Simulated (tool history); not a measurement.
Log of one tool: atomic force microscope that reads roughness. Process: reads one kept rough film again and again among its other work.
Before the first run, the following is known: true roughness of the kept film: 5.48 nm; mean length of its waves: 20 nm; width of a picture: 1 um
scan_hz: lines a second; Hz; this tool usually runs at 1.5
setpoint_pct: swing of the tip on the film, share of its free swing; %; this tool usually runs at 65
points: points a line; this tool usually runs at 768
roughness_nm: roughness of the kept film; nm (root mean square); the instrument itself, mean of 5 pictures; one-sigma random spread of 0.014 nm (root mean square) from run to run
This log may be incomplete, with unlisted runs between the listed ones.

Run 1, hour 0: usual settings. Result: roughness_nm 2.475 nm (root mean square).
Run 2, hour 16.3: usual settings. Result: roughness_nm 2.424 nm (root mean square).
Run 3, hour 26.2: usual settings but scan_hz 0.9 Hz. Result: roughness_nm 2.426 nm (root mean square).
Run 4, hour 43: usual settings but scan_hz 1.83 Hz. Result: roughness_nm 2.335 nm (root mean square).
Run 5, hour 60.5: usual settings but scan_hz 2.84 Hz. Result: roughness_nm 2.219 nm (root mean square).
Run 6, hour 68.2: usual settings but scan_hz 2 Hz. Result: roughness_nm 2.241 nm (root mean square).
Run 7, hour 85.9: usual settings. Result: roughness_nm 2.2 nm (root mean square).
Run 8, hour 95.1: usual settings but setpoint_pct 75 %. Result: roughness_nm 2.122 nm (root mean square).
Run 9, hour 105: usual settings but setpoint_pct 75 %. Result: roughness_nm 2.121 nm (root mean square).
Run 10, hour 120.2: usual settings but scan_hz 0.85 Hz, points 574. Result: roughness_nm 2.156 nm (root mean square).
Run 11, hour 136.7: usual settings but scan_hz 0.9 Hz, setpoint_pct 60 %, points 631. Result: roughness_nm 2.12 nm (root mean square).
Run 12, hour 150.6: usual settings but scan_hz 0.9 Hz, setpoint_pct 60 %, points 631. Result: roughness_nm 2.083 nm (root mean square).
Run 13, hour 159.4: usual settings but scan_hz 0.99 Hz, points 297. Result: roughness_nm 1.995 nm (root mean square).
At hour 166.7: new tip fitted.
Run 14, hour 170.9: usual settings but scan_hz 1.37 Hz, setpoint_pct 87 %, points 755. Result: roughness_nm 3.114 nm (root mean square).
Run 15, hour 184.1: usual settings but scan_hz 1.07 Hz, setpoint_pct 69 %, points 595. Result: roughness_nm 3.24 nm (root mean square).
Run 16, hour 200.2: usual settings but scan_hz 1.07 Hz, setpoint_pct 69 %, points 595. Result: roughness_nm 3.18 nm (root mean square).
Run 17, hour 208.7: usual settings but scan_hz 1.07 Hz, setpoint_pct 69 %, points 595. Result: roughness_nm 3.128 nm (root mean square).
Run 18, hour 222.5: usual settings but setpoint_pct 81 %, points 952. Result: roughness_nm 2.918 nm (root mean square).

Consider 4 possible next runs. They are alternatives, not a sequence: every one starts from the tool as it was left by run 18. What does each give?
Run A, hour 233.4: usual settings but setpoint_pct 86 %, points 495. Result: roughness_nm ?.
Run B, hour 233.4: usual settings but points 886. Result: roughness_nm ?.
Run C, hour 233.4: usual settings but scan_hz 0.67 Hz, points 333. Result: roughness_nm ?.
Run D, hour 233.4: usual settings but scan_hz 1.39 Hz, setpoint_pct 70 %. Result: roughness_nm ?.

run  roughness_nm
  A          2.76
  B         2.997
  C         2.995
  D         2.953
Take away the tool's hidden state, keep each run's random variation, and the runs would have read:
run  roughness_nm
  A         3.171
  B         3.443
  C         3.442
  D         3.394
